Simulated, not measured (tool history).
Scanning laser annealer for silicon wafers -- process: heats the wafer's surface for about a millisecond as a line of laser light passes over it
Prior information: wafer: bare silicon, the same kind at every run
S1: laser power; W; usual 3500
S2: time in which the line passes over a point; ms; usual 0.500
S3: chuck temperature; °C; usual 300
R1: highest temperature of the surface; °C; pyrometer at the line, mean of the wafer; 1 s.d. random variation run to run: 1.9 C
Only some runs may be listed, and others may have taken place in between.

| run | hour | S1 | S2 | S3 | R1 |
|---|---|---|---|---|---|
| 1 | 0.0 | 3500 | 0.500 | 300 | 1112 |
| 2 | 20.2 | 3500 | 0.500 | 300 | 1113 |
| 3 | 46.4 | 3500 | 0.500 | 300 | 1112 |
| 4 | 75.0 | 3500 | 0.500 | 300 | 1108 |
| 5 | 103.5 | 3500 | 0.500 | 297 | 1103 |
| 6 | 135.5 | 3500 | 0.500 | 300 | 1104 |
| 7 | 158.8 | 3500 | 0.500 | 300 | 1103 |
| 8 | 194.5 | 3500 | 0.500 | 300 | 1099 |
| 9 | 221.9 | 3500 | 0.593 | 300 | 1179 |
| 10 | 250.4 | 3500 | 0.593 | 300 | 1176 |
| 11 | 270.3 | 3500 | 0.500 | 286 | 1080 |
| 12 | 298.1 | 3500 | 0.500 | 300 | 1093 |
| 13 | 320.7 | 3500 | 0.500 | 300 | 1092 |
| 14 | 338.2 | 3500 | 0.500 | 300 | 1089 |
| 15 | 354.1 | 3500 | 0.500 | 300 | 1093 |
| 16 | 376.2 | 3500 | 0.500 | 300 | 1086 |
| 17 | 397.0 | 3500 | 0.500 | 300 | 1088 |
| 18 | 429.1 | 3500 | 0.500 | 300 | 1082 |
| 19 | 446.6 | 3500 | 0.500 | 300 | 1085 |
| 20 | 464.9 | 3500 | 0.500 | 300 | 1084 |
| 21 | 488.0 | 3500 | 0.391 | 291 | 972 |
| 22 | 514.0 | 3199 | 0.389 | 291 | 890 |
| 23 | 539.2 | 3346 | 0.500 | 273 | 1002 |
| 24 | 562.4 | 3838 | 0.551 | 319 | 1241 |
| 25 | 586.4 | 3500 | 0.500 | 320 | 1092 |
| 26 | 614.2 | 3027 | 0.530 | 300 | 955 |
| 27 | 640.7 | 3346 | 0.532 | 300 | 1051 |
| 28 | 670.6 | 3596 | 0.407 | 337 | 1047 |
|  | 690.7 | window over the wafer cleaned |
| 29 | 706.1 | 3596 | 0.407 | 337 | 1097 |
| 30 | 731.3 | 3596 | 0.407 | 337 | 1096 |
| 31 | 758.3 | 3189 | 0.500 | 304 | 1029 |
| 32 | 779.7 | 3752 | 0.528 | 300 | 1228 |
| 33 | 814.4 | 3752 | 0.528 | 300 | 1223 |
| 34 | 839.3 | 3439 | 0.460 | 339 | 1098 |
| 35 | 869.9 | 3439 | 0.460 | 339 | 1098 |
| 36 | 898.1 | 3824 | 0.413 | 339 | 1160 |
| 37 | 931.0 | 3824 | 0.413 | 339 | 1157 |
| 38 | 946.7 | 3281 | 0.500 | 286 | 1025 |
| 39 | 961.5 | 3281 | 0.500 | 286 | 1028 |
| 40 | 983.9 | 3500 | 0.584 | 311 | 1191 |

Below, some changes in R1 between adjacent runs. For each, the amount present without the hidden state too (settings, incoming material, random variation) and the amount remaining for the hidden state with gauge scatter not shared by both compared results:
The tool's hidden condition here consists of: light that passes the window, % of a clean one's; laser's true power over the reading, %; width of the line over the set one, %; drift of the gauge itself on peak_c, C.
Run 22 -> 23: S1 3199 -> 3346, S2 0.389 -> 0.500, S3 291 -> 273. R1 +112 °C: hidden state -11, all else +123.
Run 23 -> 24: S1 3346 -> 3838, S2 0.500 -> 0.551, S3 273 -> 319. R1 +239 °C: hidden state -17, all else +256.
Run 28 -> 29: window over the wafer cleaned. R1 +50 °C: hidden state +53, all else -3.
Run 31 -> 32: S1 3189 -> 3752, S2 0.500 -> 0.528, S3 304 -> 300. R1 +199 °C: hidden state -5, all else +204.
Run 39 -> 40: S1 3281 -> 3500, S2 0.500 -> 0.584, S3 286 -> 311. R1 +163 °C: hidden state -7, all else +170.
